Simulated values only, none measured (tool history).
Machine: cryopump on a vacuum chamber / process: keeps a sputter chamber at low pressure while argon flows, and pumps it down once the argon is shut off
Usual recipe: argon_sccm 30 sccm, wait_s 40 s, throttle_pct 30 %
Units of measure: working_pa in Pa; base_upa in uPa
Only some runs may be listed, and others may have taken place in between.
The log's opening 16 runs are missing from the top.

{"run": 17, "day": 29.121, "argon_sccm": 30, "wait_s": 40, "throttle_pct": 31, "working_pa": 0.1296, "base_upa": 3.9}
{"run": 18, "day": 32.121, "argon_sccm": 45, "wait_s": 40, "throttle_pct": 54, "working_pa": 0.1202, "base_upa": 3.86}
{"run": 19, "day": 33.342, "argon_sccm": 28, "wait_s": 40, "throttle_pct": 30, "working_pa": 0.1255, "base_upa": 3.84}
{"day": 35.825, "done": "pump warmed up, emptied and cooled again"}
{"run": 20, "day": 35.825, "argon_sccm": 28, "wait_s": 40, "throttle_pct": 30, "working_pa": 0.1136, "base_upa": 3.62}
{"run": 21, "day": 38.008, "argon_sccm": 28, "wait_s": 40, "throttle_pct": 22, "working_pa": 0.154, "base_upa": 3.59}
{"run": 22, "day": 39.542, "argon_sccm": 16, "wait_s": 40, "throttle_pct": 30, "working_pa": 0.0651, "base_upa": 3.65}
{"run": 23, "day": 42.275, "argon_sccm": 16, "wait_s": 40, "throttle_pct": 30, "working_pa": 0.0651, "base_upa": 3.7}
{"run": 24, "day": 44.021, "argon_sccm": 16, "wait_s": 40, "throttle_pct": 30, "working_pa": 0.0651, "base_upa": 3.77}
{"run": 25, "day": 46.467, "argon_sccm": 16, "wait_s": 40, "throttle_pct": 30, "working_pa": 0.0649, "base_upa": 3.78}
{"run": 26, "day": 48.912, "argon_sccm": 24, "wait_s": 40, "throttle_pct": 30, "working_pa": 0.0995, "base_upa": 3.83}
{"run": 27, "day": 51.012, "argon_sccm": 20, "wait_s": 105, "throttle_pct": 40, "working_pa": 0.0624, "base_upa": 2.18}
{"run": 28, "day": 53.817, "argon_sccm": 30, "wait_s": 31, "throttle_pct": 30, "working_pa": 0.1256, "base_upa": 4.6}
{"run": 29, "day": 56.104, "argon_sccm": 30, "wait_s": 27, "throttle_pct": 38, "working_pa": 0.1, "base_upa": 5.21}
{"run": 30, "day": 57.992, "argon_sccm": 53, "wait_s": 40, "throttle_pct": 15, "working_pa": 0.4396, "base_upa": 3.81}
{"run": 31, "day": 60.875, "argon_sccm": 53, "wait_s": 40, "throttle_pct": 15, "working_pa": 0.4346, "base_upa": 4.1}
{"run": 32, "day": 63.262, "argon_sccm": 30, "wait_s": 276, "throttle_pct": 30, "working_pa": 0.1263, "base_upa": 1.73}
{"run": 33, "day": 65.458, "argon_sccm": 57, "wait_s": 30, "throttle_pct": 30, "working_pa": 0.2418, "base_upa": 4.9}

3 ways to go on from here, each from the tool as it stands after run 33. What would each give?
{"run": "A", "day": 67.825, "argon_sccm": 42, "wait_s": 20, "throttle_pct": 24, "working_pa": "?", "base_upa": "?"}
{"run": "B", "day": 67.825, "argon_sccm": 26, "wait_s": 174, "throttle_pct": 30, "working_pa": "?", "base_upa": "?"}
{"run": "C", "day": 67.825, "argon_sccm": 26, "wait_s": 30, "throttle_pct": 57, "working_pa": "?", "base_upa": "?"}

run=A working_pa=0.2228 base_upa=6.79
run=B working_pa=0.1104 base_upa=2.03
run=C working_pa=0.0604 base_upa=5.08
Without the tool's hidden state the same runs would have given:
run=A working_pa=0.2141 base_upa=5.58
run=B working_pa=0.1051 base_upa=0.81
run=C working_pa=0.055 base_upa=3.85
